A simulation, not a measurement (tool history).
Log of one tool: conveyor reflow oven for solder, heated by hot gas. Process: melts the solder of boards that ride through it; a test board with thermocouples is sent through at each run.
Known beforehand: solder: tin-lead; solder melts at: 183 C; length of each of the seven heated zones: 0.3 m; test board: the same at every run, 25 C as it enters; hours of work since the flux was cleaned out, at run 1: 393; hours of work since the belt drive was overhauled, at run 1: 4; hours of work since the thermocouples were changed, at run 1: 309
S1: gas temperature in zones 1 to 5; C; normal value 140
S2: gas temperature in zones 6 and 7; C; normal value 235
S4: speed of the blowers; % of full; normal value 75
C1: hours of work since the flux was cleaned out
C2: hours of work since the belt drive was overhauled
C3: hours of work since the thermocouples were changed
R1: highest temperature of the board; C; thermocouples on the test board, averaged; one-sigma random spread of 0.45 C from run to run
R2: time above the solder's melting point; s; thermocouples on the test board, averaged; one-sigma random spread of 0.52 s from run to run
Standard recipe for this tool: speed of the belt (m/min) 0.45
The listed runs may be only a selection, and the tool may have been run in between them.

Run 1, hour 0: usual settings; C1 393; C2 4; C3 309. Result: R1 210.3 C, R2 53.3 s.
Run 2, hour 12.5: usual settings; C1 402; C2 12; C3 318. Result: R1 210.2 C, R2 52.4 s.
Run 3, hour 21.6: usual settings; C1 408; C2 18; C3 324. Result: R1 210.3 C, R2 52 s.
Run 4, hour 33.3: usual settings but S1 129 C; C1 416; C2 26; C3 332. Result: R1 206.9 C, R2 45.1 s.
Run 5, hour 43.9: usual settings but S1 129 C; C1 423; C2 34; C3 340. Result: R1 207.5 C, R2 43.9 s.
Run 6, hour 54.9: usual settings but S1 129 C; C1 431; C2 41; C3 347. Result: R1 206.9 C, R2 44.7 s.
Run 7, hour 64.7: usual settings but S1 129 C; C1 437; C2 48; C3 354. Result: R1 206.4 C, R2 44.2 s.
Run 8, hour 76.5: usual settings but S1 129 C, speed of the belt (m/min) 0.459; C1 446; C2 56; C3 362. Result: R1 205.6 C, R2 42.5 s.
Run 9, hour 85.1: usual settings but S1 129 C, speed of the belt (m/min) 0.459; C1 451; C2 62; C3 368. Result: R1 205.5 C, R2 42.2 s.
Run 10, hour 91.2: usual settings but S1 142 C, S2 246 C, speed of the belt (m/min) 0.47; C1 456; C2 66; C3 372. Result: R1 216.4 C, R2 56.8 s.
Run 11, hour 106.4: usual settings but S4 60 % of full; C1 466; C2 77; C3 382. Result: R1 205.4 C, R2 46.5 s.
Run 12, hour 114.3: usual settings but S2 248 C; C1 471; C2 82; C3 388. Result: R1 219.2 C, R2 60 s.
At hour 123: flux residue cleaned out of gas plates and filters.
Run 13, hour 133.6: usual settings but S1 142 C, speed of the belt (m/min) 0.533, S4 57 % of full; C1 7; C2 92; C3 397. Result: R1 204.4 C, R2 38.7 s.
Run 14, hour 147.5: usual settings but S1 126 C, S2 240 C, speed of the belt (m/min) 0.446, S4 77 % of full; C1 17; C2 101; C3 407. Result: R1 216.7 C, R2 56.2 s.
Run 15, hour 161.7: usual settings but S1 143 C, S2 241 C; C1 27; C2 111; C3 417. Result: R1 220.2 C, R2 63.1 s.

What if the next run were any one of these 4? Each begins from the tool's condition after run 15:
Run A, hour 171: usual settings but S2 237 C, speed of the belt (m/min) 0.392, S4 63 % of full; C1 33; C2 117; C3 423. Result: R1 ?, R2 ?.
Run B, hour 171: usual settings but S1 141 C; C1 33; C2 117; C3 423. Result: R1 ?, R2 ?.
Run C, hour 171: usual settings but S1 145 C, S2 241 C, S4 55 % of full; C1 33; C2 117; C3 423. Result: R1 ?, R2 ?.
Run D, hour 171: usual settings but S1 143 C, S2 241 C, S4 62 % of full; C1 33; C2 117; C3 423. Result: R1 ?, R2 ?.

run     R1    R2
  A  217.9  71.1
  B  214.4  58.5
  C  215.8  60.3
  D  217.9    60
Without the tool's hidden state the same runs would have given:
run     R1    R2
  A  219.1    72
  B  215.7  59.4
  C    217  61.2
  D  219.1  60.8

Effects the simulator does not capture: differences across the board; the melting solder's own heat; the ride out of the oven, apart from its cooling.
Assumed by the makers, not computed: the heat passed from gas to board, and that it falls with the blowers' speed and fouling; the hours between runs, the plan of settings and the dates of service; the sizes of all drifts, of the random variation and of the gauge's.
